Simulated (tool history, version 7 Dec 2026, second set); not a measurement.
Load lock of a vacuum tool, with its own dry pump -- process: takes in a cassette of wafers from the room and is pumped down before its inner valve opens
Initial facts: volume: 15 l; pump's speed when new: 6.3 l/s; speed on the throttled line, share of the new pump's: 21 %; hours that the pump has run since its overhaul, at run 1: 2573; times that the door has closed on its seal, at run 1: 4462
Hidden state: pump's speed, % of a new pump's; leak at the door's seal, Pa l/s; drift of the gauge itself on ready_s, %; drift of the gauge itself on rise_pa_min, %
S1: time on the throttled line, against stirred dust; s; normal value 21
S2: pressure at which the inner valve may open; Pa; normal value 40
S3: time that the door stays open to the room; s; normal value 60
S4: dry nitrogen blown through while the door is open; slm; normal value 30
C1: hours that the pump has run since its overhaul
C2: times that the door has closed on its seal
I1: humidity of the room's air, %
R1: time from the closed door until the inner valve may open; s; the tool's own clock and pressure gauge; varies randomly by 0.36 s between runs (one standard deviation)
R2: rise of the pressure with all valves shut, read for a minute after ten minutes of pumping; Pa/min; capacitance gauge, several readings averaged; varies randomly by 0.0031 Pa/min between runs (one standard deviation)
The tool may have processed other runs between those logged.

run,hour,S1,S2,S3,S4,C1,C2,I1,R1,R2
1,0.0,21,40,60,30,2573,4462,43.8,35.4,0.078
2,106.6,21,40,60,9,2680,4647,44.2,36.3,0.106
3,321.3,21,40,60,9,2894,5020,43.6,36.0,0.114
4,561.8,21,40,60,38,3135,5437,44.8,36.2,0.074
5,810.6,21,40,60,38,3384,5868,41.9,36.0,0.071
6,974.1,21,40,60,38,3547,6152,46.8,36.2,0.080
7,1163.8,21,39,60,38,3737,6481,47.4,36.6,0.088
8,1348.4,21,39,60,38,3921,6801,46.9,35.9,0.086
9,1571.7,21,39,60,38,4145,7188,43.4,36.6,0.081
10,1747.9,21,40,60,30,4321,7494,43.6,36.0,0.094
11,1885.3,21,40,60,30,4458,7732,48.5,36.7,0.098
12,2034.3,21,40,60,30,4607,7990,43.9,36.1,0.095
13,2246.6,21,40,60,30,4819,8359,45.7,37.0,0.098
14,2455.4,37,40,60,30,5028,8721,45.3,48.6,0.100
15,2575.9,21,40,60,30,5149,8930,40.7,36.8,0.092
16,2799.3,21,40,60,30,5372,9317,47.2,35.8,0.104
17,2997.1,21,40,60,30,5570,9660,44.6,37.0,0.108
18,3227.9,21,40,60,30,5801,10061,45.7,36.9,0.107
19,3406.1,21,40,60,30,5979,10370,45.3,36.3,0.106
20,3572.0,28,43,82,12,6145,10657,41.6,42.1,0.149
21,3789.6,20,40,60,9,6363,11035,46.5,36.2,0.146
22,3904.6,28,32,60,14,6477,11234,47.8,42.4,0.138
23,4129.3,28,32,60,14,6702,11624,45.1,43.2,0.134
24,4305.0,21,28,50,42,6878,11928,45.3,38.3,0.098
25,4428.0,21,70,26,38,7001,12142,42.7,35.9,0.090
26,4666.0,21,40,60,6,7239,12554,46.3,37.9,0.159
27,4781.3,19,60,212,33,7354,12754,42.5,34.4,0.192
28,4944.5,33,36,212,33,7517,13038,47.6,47.3,0.203
29,5106.9,24,40,26,30,7680,13319,44.4,39.5,0.099
30,5230.7,24,40,26,30,7804,13534,47.5,40.1,0.098
31,5431.2,21,68,60,8,8004,13882,43.7,35.6,0.156
32,5532.0,33,77,51,25,8105,14056,46.9,44.7,0.128
33,5645.3,15,40,60,30,8218,14253,42.1,32.5,0.126
34,5745.8,15,48,60,7,8319,14427,44.8,32.4,0.166
35,5852.7,20,40,60,40,8426,14613,42.7,36.8,0.120
36,6034.3,21,79,60,30,8607,14928,43.1,36.0,0.134
37,6237.3,33,53,60,30,8810,15280,45.9,46.0,0.127
38,6393.1,33,53,60,30,8966,15550,43.3,45.7,0.146

Branching from run 38: 3 alternative next runs. What would each branch give?
A,6522.4,33,48,63,30,9095,15774,45.8,?,?
B,6522.4,33,59,60,4,9095,15774,46.6,?,?
C,6522.4,33,79,140,30,9095,15774,46.2,?,?

run,R1,R2
A,45.9,0.140
B,45.7,0.188
C,43.9,0.191
What these runs would have given with no unlogged condition in the tool:
run,R1,R2
A,44.1,0.064
B,43.9,0.109
C,42.3,0.115
